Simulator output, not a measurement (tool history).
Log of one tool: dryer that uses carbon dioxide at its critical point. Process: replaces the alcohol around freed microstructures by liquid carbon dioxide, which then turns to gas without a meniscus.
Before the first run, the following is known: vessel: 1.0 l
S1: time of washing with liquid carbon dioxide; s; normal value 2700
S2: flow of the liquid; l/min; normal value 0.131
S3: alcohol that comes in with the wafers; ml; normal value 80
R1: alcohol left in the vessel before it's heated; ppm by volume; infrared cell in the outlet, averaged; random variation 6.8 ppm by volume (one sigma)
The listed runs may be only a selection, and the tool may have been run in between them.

run 1 hour=0 | S1=2700 S2=0.131 S3=80 | R1=539
run 2 hour=15 | S1=2700 S2=0.131 S3=80 | R1=535
run 3 hour=41.6 | S1=2700 S2=0.131 S3=80 | R1=565
run 4 hour=66.1 | S1=2700 S2=0.133 S3=80 | R1=536
run 5 hour=92.4 | S1=2700 S2=0.133 S3=37 | R1=356
run 6 hour=123.2 | S1=2700 S2=0.133 S3=37 | R1=358
run 7 hour=145.8 | S1=2700 S2=0.133 S3=37 | R1=362
run 8 hour=163.2 | S1=2700 S2=0.177 S3=30 | R1=186
-- hour=168 purifier's bed changed
run 9 hour=190.5 | S1=1680 S2=0.177 S3=30 | R1=372
run 10 hour=203.7 | S1=2220 S2=0.131 S3=30 | R1=434
run 11 hour=226.1 | S1=2220 S2=0.131 S3=30 | R1=453
run 12 hour=245.2 | S1=2700 S2=0.112 S3=20 | R1=272
run 13 hour=274 | S1=1740 S2=0.086 S3=84 | R1=10171
run 14 hour=297.6 | S1=1740 S2=0.086 S3=84 | R1=10464

Here are 4 independent what-if runs from the current tool condition. What would each one return?
run A hour=312.4 | S1=2580 S2=0.092 S3=35 | R1=?
run B hour=312.4 | S1=1620 S2=0.086 S3=84 | R1=?
run C hour=312.4 | S1=2700 S2=0.109 S3=80 | R1=?
run D hour=312.4 | S1=3780 S2=0.097 S3=39 | R1=?

run=A R1=1283
run=B R1=12086
run=C R1=1296
run=D R1=260
What these runs would have given with no unlogged condition in the tool:
run=A R1=900
run=B R1=9890
run=C R1=834
run=D R1=146
